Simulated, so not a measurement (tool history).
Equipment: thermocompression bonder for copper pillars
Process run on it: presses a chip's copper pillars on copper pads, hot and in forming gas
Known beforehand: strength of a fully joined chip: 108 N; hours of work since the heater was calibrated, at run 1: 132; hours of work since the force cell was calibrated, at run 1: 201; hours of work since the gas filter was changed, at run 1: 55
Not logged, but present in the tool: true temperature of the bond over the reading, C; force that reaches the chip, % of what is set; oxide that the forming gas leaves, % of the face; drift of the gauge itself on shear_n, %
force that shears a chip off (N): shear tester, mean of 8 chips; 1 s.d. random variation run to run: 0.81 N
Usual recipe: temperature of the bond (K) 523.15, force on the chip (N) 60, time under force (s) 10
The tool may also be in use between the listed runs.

run   hour  temperature of the bond (K)  force on the chip (N)  time under force (s)  hours of work since the heater was calibrated  hours of work since the force cell was calibrated  hours of work since the gas filter was changed  force that shears a chip off (N)
  1    0.0                       523.15                     60                    10                                            132                                                201                                              55                              64.4
  2   38.0                       523.15                     60                    10                                            153                                                222                                              77                              63.4
  3   60.8                       523.15                     60                    10                                            166                                                235                                              89                              63.7
  4  108.2                       523.15                     60                    10                                            193                                                261                                             116                              63.4
  5  134.3                       523.15                     60                    10                                            207                                                276                                             131                              64.2
  6  155.4                       523.15                     60                    10                                            219                                                288                                             142                              64.2
  7  187.2                       523.15                     60                    16                                            237                                                305                                             160                              73.1
     224.6  -- forming gas filter changed
  8  234.5                       523.15                     60                    16                                            263                                                332                                               6                              76.4
     240.7  -- heater calibrated with a thermocouple chip
  9  258.8                       521.15                     67                    12                                             10                                                344                                              18                              73.1
 10  285.7                       521.15                     67                    12                                             25                                                359                                              33                              73.3
 11  321.0                       502.15                     73                    18                                             45                                                379                                              53                              69.4
 12  352.0                       523.15                     60                    11                                             62                                                396                                              70                              67.8
 13  392.4                       498.15                     68                     7                                             85                                                419                                              93                              45.1
 14  424.6                       518.15                     45                     6                                            103                                                437                                             111                              42.3
     435.6  -- heater calibrated with a thermocouple chip, once more
 15  450.1                       518.15                     45                     6                                              8                                                450                                             124                              39.3
 16  486.1                       495.15                     87                     9                                             28                                                470                                             144                              54.0

Here are 5 independent what-if runs from the current tool condition. What would each one return?
  A  507.8                       495.15                     87                    10                                             40                                                482                                             156                                 ?
  B  507.8                       541.15                     46                    22                                             40                                                482                                             156                                 ?
  C  507.8                       495.15                     87                    17                                             40                                                482                                             156                                 ?
  D  507.8                       521.15                     87                     9                                             40                                                482                                             156                                 ?
  E  507.8                       509.15                     70                    10                                             40                                                482                                             156                                 ?

run  force that shears a chip off (N)
  A                              55.0
  B                              80.9
  C                              65.6
  D                              76.1
  E                              58.0
Had the tool no hidden state, the same runs would have come out as:
run  force that shears a chip off (N)
  A                              55.1
  B                              82.3
  C                              66.0
  D                              77.2
  E                              58.2
